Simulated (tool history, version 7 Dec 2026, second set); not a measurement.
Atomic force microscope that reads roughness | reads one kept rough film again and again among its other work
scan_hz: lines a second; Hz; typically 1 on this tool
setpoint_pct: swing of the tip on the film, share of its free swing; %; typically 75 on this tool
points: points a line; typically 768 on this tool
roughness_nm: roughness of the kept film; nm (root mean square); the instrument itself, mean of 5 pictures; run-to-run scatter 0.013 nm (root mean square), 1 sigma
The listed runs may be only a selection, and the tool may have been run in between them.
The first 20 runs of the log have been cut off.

run   hour  scan_hz  setpoint_pct  points  roughness_nm
 21  178.9     2.49            59     356         2.932
 22  184.2     1.07            78     282         2.868
 23    194     0.94            78     993         2.943
 24  202.1     0.94            78     993         2.944
 25    210     0.94            78     993         2.955
 26  218.2     0.94            78     993         2.944
 27    229     0.94            78     993         2.953
 28    237        1            75     914         2.951
 29  248.9        1            75     914         2.954
 30  256.1     2.34            63     914         2.921
 31  264.6     3.26            64     867         2.848

Branching from run 31: 4 alternative next runs. What would each branch give?
  A   274     1.25            79     553             ?
  B   274     0.66            64     867             ?
  C   274     2.48            68     867             ?
  D   274      1.4            64     482             ?

run  roughness_nm
  A          2.85
  B         3.062
  C         2.843
  D         2.997
Take away the tool's hidden state, keep each run's random variation, and the runs would have read:
run  roughness_nm
  A         2.855
  B         3.068
  C         2.848
  D         3.002

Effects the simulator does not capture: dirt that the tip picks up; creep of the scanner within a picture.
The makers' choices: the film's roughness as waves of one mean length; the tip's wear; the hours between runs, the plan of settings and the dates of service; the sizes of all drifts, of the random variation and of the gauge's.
